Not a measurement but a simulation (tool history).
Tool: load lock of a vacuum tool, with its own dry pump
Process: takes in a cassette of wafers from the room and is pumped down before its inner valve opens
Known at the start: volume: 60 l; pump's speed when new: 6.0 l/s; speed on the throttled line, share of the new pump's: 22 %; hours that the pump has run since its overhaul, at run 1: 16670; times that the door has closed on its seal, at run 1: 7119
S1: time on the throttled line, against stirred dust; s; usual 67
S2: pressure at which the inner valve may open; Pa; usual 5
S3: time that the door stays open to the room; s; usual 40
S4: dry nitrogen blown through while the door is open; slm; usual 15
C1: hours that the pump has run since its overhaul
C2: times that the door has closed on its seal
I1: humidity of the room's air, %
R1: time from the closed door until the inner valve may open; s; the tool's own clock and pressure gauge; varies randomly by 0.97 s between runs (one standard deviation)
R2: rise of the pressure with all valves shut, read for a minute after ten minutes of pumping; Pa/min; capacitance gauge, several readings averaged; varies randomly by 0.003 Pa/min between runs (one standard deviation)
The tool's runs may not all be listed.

{"run": 1, "hour": 0.0, "S1": 67, "S2": 5, "S3": 40, "S4": 15, "C1": 16670, "C2": 7119, "I1": 47.2, "R1": 169.9, "R2": 0.027}
{"run": 2, "hour": 474.2, "S1": 67, "S2": 5, "S3": 40, "S4": 15, "C1": 17144, "C2": 8930, "I1": 45.6, "R1": 169.5, "R2": 0.029}
{"run": 3, "hour": 1106.6, "S1": 67, "S2": 5, "S3": 40, "S4": 15, "C1": 17776, "C2": 11345, "I1": 44.0, "R1": 171.0, "R2": 0.029}
{"run": 4, "hour": 1688.6, "S1": 67, "S2": 5, "S3": 27, "S4": 15, "C1": 18358, "C2": 13568, "I1": 48.4, "R1": 172.4, "R2": 0.032}
{"run": 5, "hour": 2287.2, "S1": 67, "S2": 5, "S3": 27, "S4": 15, "C1": 18957, "C2": 15854, "I1": 43.6, "R1": 173.1, "R2": 0.036}
{"run": 6, "hour": 2618.2, "S1": 67, "S2": 5, "S3": 27, "S4": 15, "C1": 19288, "C2": 17119, "I1": 46.6, "R1": 173.4, "R2": 0.038}
{"run": 7, "hour": 3059.3, "S1": 67, "S2": 5, "S3": 27, "S4": 15, "C1": 19729, "C2": 18804, "I1": 42.4, "R1": 174.5, "R2": 0.04}
{"run": 8, "hour": 3360.4, "S1": 67, "S2": 5, "S3": 40, "S4": 15, "C1": 20030, "C2": 19954, "I1": 43.1, "R1": 175.1, "R2": 0.042}
{"run": 9, "hour": 3785.8, "S1": 67, "S2": 5, "S3": 40, "S4": 15, "C1": 20455, "C2": 21578, "I1": 44.2, "R1": 174.5, "R2": 0.047}
{"run": 10, "hour": 4298.5, "S1": 67, "S2": 5, "S3": 40, "S4": 15, "C1": 20968, "C2": 23537, "I1": 45.7, "R1": 175.9, "R2": 0.053}
{"run": 11, "hour": 4868.7, "S1": 67, "S2": 5, "S3": 40, "S4": 15, "C1": 21538, "C2": 25714, "I1": 42.6, "R1": 176.8, "R2": 0.06}
{"run": 12, "hour": 5574.4, "S1": 67, "S2": 8, "S3": 40, "S4": 15, "C1": 22244, "C2": 28410, "I1": 42.9, "R1": 172.4, "R2": 0.064}
{"run": 13, "hour": 5911.4, "S1": 67, "S2": 6, "S3": 40, "S4": 15, "C1": 22581, "C2": 29697, "I1": 47.9, "R1": 176.5, "R2": 0.07}
{"hour": 5963.3, "done": "dry pump taken out, an overhauled one fitted"}
{"run": 14, "hour": 6319.8, "S1": 67, "S2": 6, "S3": 40, "S4": 15, "C1": 356, "C2": 31234, "I1": 44.3, "R1": 151.9, "R2": 0.065}
{"run": 15, "hour": 6842.9, "S1": 67, "S2": 6, "S3": 40, "S4": 15, "C1": 880, "C2": 33232, "I1": 48.1, "R1": 153.2, "R2": 0.077}
{"run": 16, "hour": 7390.6, "S1": 67, "S2": 5, "S3": 40, "S4": 15, "C1": 1427, "C2": 35324, "I1": 46.4, "R1": 156.3, "R2": 0.087}
{"run": 17, "hour": 7934.0, "S1": 67, "S2": 5, "S3": 40, "S4": 15, "C1": 1971, "C2": 37399, "I1": 45.1, "R1": 157.2, "R2": 0.088}
{"run": 18, "hour": 8436.3, "S1": 67, "S2": 5, "S3": 51, "S4": 44, "C1": 2473, "C2": 39318, "I1": 47.9, "R1": 156.2, "R2": 0.09}
{"run": 19, "hour": 8770.2, "S1": 67, "S2": 5, "S3": 73, "S4": 6, "C1": 2807, "C2": 40593, "I1": 44.1, "R1": 156.3, "R2": 0.115}
{"run": 20, "hour": 9159.5, "S1": 37, "S2": 5, "S3": 205, "S4": 8, "C1": 3196, "C2": 42080, "I1": 41.6, "R1": 132.7, "R2": 0.156}
{"run": 21, "hour": 9776.2, "S1": 113, "S2": 5, "S3": 42, "S4": 16, "C1": 3813, "C2": 44436, "I1": 48.9, "R1": 190.8, "R2": 0.113}
{"run": 22, "hour": 10487.4, "S1": 113, "S2": 4, "S3": 42, "S4": 19, "C1": 4524, "C2": 47152, "I1": 48.2, "R1": 197.3, "R2": 0.122}
{"run": 23, "hour": 10915.5, "S1": 36, "S2": 5, "S3": 37, "S4": 15, "C1": 4952, "C2": 48787, "I1": 43.2, "R1": 135.5, "R2": 0.131}
{"run": 24, "hour": 11245.6, "S1": 36, "S2": 5, "S3": 63, "S4": 11, "C1": 5282, "C2": 50048, "I1": 47.8, "R1": 134.9, "R2": 0.144}
{"run": 25, "hour": 11604.6, "S1": 96, "S2": 5, "S3": 63, "S4": 7, "C1": 5641, "C2": 51419, "I1": 43.1, "R1": 182.0, "R2": 0.153}
{"run": 26, "hour": 11928.7, "S1": 67, "S2": 5, "S3": 40, "S4": 4, "C1": 5965, "C2": 52657, "I1": 43.2, "R1": 161.9, "R2": 0.159}
{"run": 27, "hour": 12422.3, "S1": 104, "S2": 5, "S3": 32, "S4": 15, "C1": 6459, "C2": 54542, "I1": 46.8, "R1": 189.2, "R2": 0.151}
{"hour": 12456.8, "done": "door's seal changed, seat wiped"}
{"run": 28, "hour": 13085.4, "S1": 104, "S2": 6, "S3": 32, "S4": 15, "C1": 7121, "C2": 2401, "I1": 43.0, "R1": 187.0, "R2": 0.017}
{"run": 29, "hour": 13601.8, "S1": 104, "S2": 6, "S3": 32, "S4": 11, "C1": 7637, "C2": 4374, "I1": 47.0, "R1": 185.5, "R2": 0.021}
{"run": 30, "hour": 14324.0, "S1": 108, "S2": 8, "S3": 40, "S4": 11, "C1": 8359, "C2": 7132, "I1": 44.1, "R1": 187.3, "R2": 0.025}
{"run": 31, "hour": 14963.6, "S1": 85, "S2": 8, "S3": 40, "S4": 22, "C1": 8999, "C2": 9575, "I1": 43.1, "R1": 172.3, "R2": 0.024}
{"run": 32, "hour": 15290.2, "S1": 103, "S2": 10, "S3": 105, "S4": 20, "C1": 9325, "C2": 10822, "I1": 49.0, "R1": 182.9, "R2": 0.04}
{"run": 33, "hour": 15814.0, "S1": 79, "S2": 5, "S3": 40, "S4": 31, "C1": 9849, "C2": 12823, "I1": 45.6, "R1": 171.3, "R2": 0.023}

Table of differences, measured result less the result of that run with no hidden state. Run-to-run variation is the same in both. Gauge scatter possibly is not:
Hidden state present: pump's speed, % of a new pump's; leak at the door's seal, Pa l/s; drift of the gauge itself on ready_s, %; drift of the gauge itself on rise_pa_min, %.
run=1 R1=+16.8 R2=+0.009
run=2 R1=+17.4 R2=+0.011
run=3 R1=+18.2 R2=+0.015
run=4 R1=+18.9 R2=+0.018
run=5 R1=+19.7 R2=+0.021
run=6 R1=+20.1 R2=+0.025
run=7 R1=+20.7 R2=+0.027
run=8 R1=+21.2 R2=+0.029
run=9 R1=+21.6 R2=+0.031
run=10 R1=+22.4 R2=+0.037
run=11 R1=+23.2 R2=+0.042
run=12 R1=+22.7 R2=+0.048
run=13 R1=+24.2 R2=+0.050
run=14 R1=+0.6 R2=+0.054
run=15 R1=+1.1 R2=+0.060
run=16 R1=+1.7 R2=+0.066
run=17 R1=+2.4 R2=+0.073
run=18 R1=+2.8 R2=+0.078
run=19 R1=+3.2 R2=+0.083
run=20 R1=+3.5 R2=+0.090
run=21 R1=+3.5 R2=+0.098
run=22 R1=+4.5 R2=+0.108
run=23 R1=+5.7 R2=+0.112
run=24 R1=+6.0 R2=+0.117
run=25 R1=+5.5 R2=+0.122
run=26 R1=+6.3 R2=+0.127
run=27 R1=+6.2 R2=+0.135
run=28 R1=+6.6 R2=+0.002
run=29 R1=+7.0 R2=+0.003
run=30 R1=+7.1 R2=+0.007
run=31 R1=+8.5 R2=+0.010
run=32 R1=+8.0 R2=+0.010
run=33 R1=+9.9 R2=+0.013
